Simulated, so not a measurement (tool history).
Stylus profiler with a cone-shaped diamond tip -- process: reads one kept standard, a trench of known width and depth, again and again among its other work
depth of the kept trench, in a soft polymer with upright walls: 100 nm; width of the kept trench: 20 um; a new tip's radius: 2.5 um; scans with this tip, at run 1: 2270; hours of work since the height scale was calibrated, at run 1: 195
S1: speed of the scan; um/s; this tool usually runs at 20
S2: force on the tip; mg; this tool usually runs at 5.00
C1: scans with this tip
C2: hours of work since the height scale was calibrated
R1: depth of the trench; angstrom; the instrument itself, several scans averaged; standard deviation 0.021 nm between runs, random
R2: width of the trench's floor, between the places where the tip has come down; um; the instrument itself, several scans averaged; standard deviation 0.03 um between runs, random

run	hour	S1	S2	C1	C2	R1	R2
1	0.0	20	5.00	2270	195	1009.0	18.43
2	25.0	20	5.00	2448	210	1009.2	18.42
3	51.7	20	5.00	2638	226	1008.9	18.49
4	80.9	20	5.00	2845	244	1008.9	18.43
5	108.2	20	3.95	3040	260	1007.3	18.36
6	127.2	20	3.95	3175	272	1007.2	18.40
7	143.5	20	1.81	3291	282	1004.2	18.41
8	172.9	20	1.81	3500	300	1004.0	18.41
9	199.8	20	1.81	3691	316	1004.1	18.28
10	235.9	20	1.81	3948	338	1004.3	18.34
11	270.1	20	1.81	4191	359	1003.8	18.35
12	304.2	20	1.81	4434	380	1004.0	18.31
13	335.8	20	1.81	4659	399	1003.8	18.30
14	367.4	20	4.20	4884	419	1007.4	18.39
15	391.7	20	4.20	5057	433	1007.2	18.39
16	406.7	7	2.68	5164	443	1005.1	18.43
# hour 410.1: height scale calibrated on a step standard
17	431.9	20	8.48	5339	13	1011.3	18.39
18	457.3	60	7.38	5520	29	1010.7	18.21
19	490.2	20	10.29	5754	49	1013.2	18.35
20	521.3	8	4.33	5976	68	1006.7	18.39
21	557.9	18	12.60	6236	90	1015.5	18.40

The next listed run, before its measurement:
22	594.1	20	6.12	6493	112	?	?

R1: 1008.9 angstrom
R2: 18.38 um
Without the tool's hidden state the same run would have given R1 1010.9 angstrom, R2 18.59 um.
